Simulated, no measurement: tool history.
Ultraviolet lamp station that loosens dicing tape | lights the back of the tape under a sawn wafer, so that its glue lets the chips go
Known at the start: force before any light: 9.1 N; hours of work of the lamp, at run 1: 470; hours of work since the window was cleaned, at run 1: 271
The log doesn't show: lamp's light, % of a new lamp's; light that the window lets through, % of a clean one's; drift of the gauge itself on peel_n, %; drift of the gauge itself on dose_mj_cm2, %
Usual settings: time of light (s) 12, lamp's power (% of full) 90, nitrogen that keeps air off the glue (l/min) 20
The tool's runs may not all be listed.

run	hour	time of light (s)	lamp's power (% of full)	nitrogen that keeps air off the glue (l/min)	hours of work of the lamp	hours of work since the window was cleaned	force that peels the tape off (N)	light that reached the tape (J/m2)
1	0.0	12	90	20	470	271	1.541	3150
2	36.1	12	90	20	499	300	1.651	3130
3	56.6	12	90	20	515	316	1.643	3060
4	101.8	12	90	20	551	352	1.652	3020
5	142.6	12	90	7	583	384	2.487	2910
6	166.7	12	90	7	602	403	2.606	2910
7	211.0	12	90	7	637	438	2.671	2800
8	250.1	12	90	20	667	468	1.952	2720
9	270.5	12	90	20	683	485	2.018	2660
10	316.5	12	90	20	720	521	2.195	2590
11	360.5	12	90	20	754	555	2.219	2570
12	380.9	12	90	20	770	571	2.321	2450
13	425.6	12	90	20	806	607	2.406	2400
14	465.1	12	75	20	837	638	3.176	1930
# hour 483.2: window cleaned of glue's vapour
15	505.8	12	75	20	868	18	2.878	1990
16	534.1	12	87	20	891	40	2.577	2260
# hour 551.7: lamp changed
17	556.5	12	87	20	4	57	0.864	4290
18	592.0	12	87	20	32	85	0.888	4230
19	622.5	12	87	20	56	109	0.925	4210
20	660.7	12	87	20	86	139	0.947	4130
21	682.7	12	87	27	103	156	0.843	4050
22	706.8	12	90	20	122	175	0.942	4130
23	749.5	16	62	20	156	209	1.130	3800
24	772.4	16	62	13	174	227	1.423	3690
25	797.4	16	62	13	194	247	1.444	3630
26	821.7	12	61	11	213	266	2.543	2630
27	863.3	12	61	11	245	299	2.515	2580
28	885.4	12	61	11	263	316	2.509	2590
29	920.3	12	61	11	290	343	2.708	2520
30	944.5	12	61	11	309	363	2.621	2510
31	984.3	12	90	31	341	394	1.056	3580
32	1014.1	9	78	25	364	417	2.407	2270
33	1056.7	9	77	13	398	451	2.930	2230
34	1095.1	13	90	13	428	481	1.482	3670
35	1126.9	12	86	20	453	506	1.557	3140
36	1165.7	12	72	16	484	537	2.334	2610
37	1188.8	12	72	16	502	555	2.324	2540
38	1210.3	12	72	16	519	572	2.352	2540
39	1242.0	17	90	20	544	597	0.814	4480
40	1279.8	24	71	17	573	627	0.737	4820
# hour 1311.9: window cleaned of glue's vapour
41	1311.9	24	71	17	598	0	0.643	4960
42	1338.6	9	70	11	619	21	3.889	1810
43	1382.7	9	70	11	654	56	3.917	1730

Forecast each of these 3 alternatives for the next run:
A	1412.6	15	67	29	678	79	?	?
B	1412.6	12	90	14	678	79	?	?
C	1412.6	11	75	11	678	79	?	?

run	force that peels the tape off (N)	light that reached the tape (J/m2)
A	1.799	2760
B	1.953	2900
C	3.089	2250
Without the tool's hidden state the same runs would have given:
run	force that peels the tape off (N)	light that reached the tape (J/m2)
A	0.766	4270
B	0.875	4500
C	1.708	3490
